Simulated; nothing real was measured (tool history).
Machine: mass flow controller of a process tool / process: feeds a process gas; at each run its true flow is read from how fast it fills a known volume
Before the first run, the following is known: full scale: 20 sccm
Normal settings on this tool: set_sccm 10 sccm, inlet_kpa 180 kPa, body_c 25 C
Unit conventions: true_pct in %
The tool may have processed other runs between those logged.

run	day	set_sccm	inlet_kpa	body_c	true_pct
1	0.000	10	180	25	99.92
2	17.429	10	180	25	100.11
3	32.896	10	180	25	100.14
4	48.158	10	180	25	100.10
5	68.317	10	227	25	99.93
6	83.942	10	227	25	100.11
7	101.583	10	227	25	100.30
8	116.375	10	180	25	100.51
9	135.079	10	180	25	100.77
10	146.867	10	188	25	100.89
11	157.733	10	188	25	100.80
# day 162.838: controller exchanged for a calibrated one
12	178.658	10	242	32	99.73
13	188.442	10	180	25	100.99
14	203.983	10	180	25	101.12
15	219.679	10	180	25	101.15
16	239.675	10	190	28	100.84
17	257.229	2	221	25	100.94
18	272.238	2	195	21	101.65
19	282.125	17	257	40	99.48
20	302.238	15	179	32	101.15

4 ways to go on from here, each from the tool as it stands after run 20. What would each give?
A	311.654	10	180	30	?
B	311.654	3	160	32	?
C	311.654	6	179	36	?
D	311.654	4	170	33	?

run	true_pct
A	101.20
B	100.95
C	100.39
D	100.67
Take away the tool's hidden state, keep each run's random variation, and the runs would have read:
run	true_pct
A	99.41
B	99.16
C	98.61
D	98.89
